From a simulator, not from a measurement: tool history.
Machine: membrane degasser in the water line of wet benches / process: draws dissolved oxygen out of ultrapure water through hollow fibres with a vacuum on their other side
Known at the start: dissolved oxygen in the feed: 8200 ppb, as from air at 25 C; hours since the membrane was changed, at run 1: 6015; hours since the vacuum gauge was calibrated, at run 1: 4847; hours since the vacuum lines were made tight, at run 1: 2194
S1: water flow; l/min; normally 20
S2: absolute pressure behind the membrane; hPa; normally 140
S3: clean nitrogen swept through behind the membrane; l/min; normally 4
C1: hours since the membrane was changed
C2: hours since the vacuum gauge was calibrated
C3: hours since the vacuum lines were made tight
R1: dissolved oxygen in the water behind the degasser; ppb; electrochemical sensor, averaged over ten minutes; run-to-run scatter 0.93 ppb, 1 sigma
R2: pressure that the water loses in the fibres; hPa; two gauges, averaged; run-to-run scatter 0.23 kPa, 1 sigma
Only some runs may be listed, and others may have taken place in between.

run    hour  S1   S2    S3    C1    C2    C3     R1     R2
  1       0  20  140     4  6015  4847  2194  134.4  586.7
  2   209.2  20  140     4  6224  5056  2403    136  589.2
      269.3  -- vacuum gauge calibrated
  3   396.2  20  140     4  6411   127  2590    136  585.1
  4   558.4  15  140     4  6573   289  2752   99.4    437
  5   830.5  20  140  4.42  6845   561  3024  121.8  583.4
      965.8  -- seals of the vacuum lines changed
  6  1103.1  20  147     4  7116   832   137  142.7  581.6
  7    1308  18  162  6.81  7321  1037   342   87.1  523.9
  8  1597.3  20  105   5.2  7610  1326   632   73.3  580.9
  9  1850.9  17  137  9.74  7864  1580   885   47.3  492.5
 10  1981.6  17   95  3.51  7994  1710  1016   75.9  487.9
 11  2137.3  17  231  3.51  8150  1866  1172  230.8  487.3
 12  2412.2  17  231  3.51  8425  2141  1446  229.4  490.8

Forecast each of these 5 alternatives for the next run:
  A  2541.8  31  140     4  8554  2270  1576   ?   ?
  B  2541.8  14  127  2.89  8554  2270  1576   ?   ?
  C  2541.8  14  327  7.41  8554  2270  1576   ?   ?
  D  2541.8  20  140     4  8554  2270  1576   ?   ?
  E  2541.8  13  203  4.13  8554  2270  1576   ?   ?

run     R1     R2
  A  245.3  890.9
  B  110.8  400.6
  C  136.4  400.1
  D  134.9  574.6
  E  132.7  376.3
Take away the tool's hidden state, keep each run's random variation, and the runs would have read:
run     R1     R2
  A  244.6  910.8
  B  110.7  409.6
  C  136.4  409.1
  D  134.8  587.5
  E  132.6  384.6
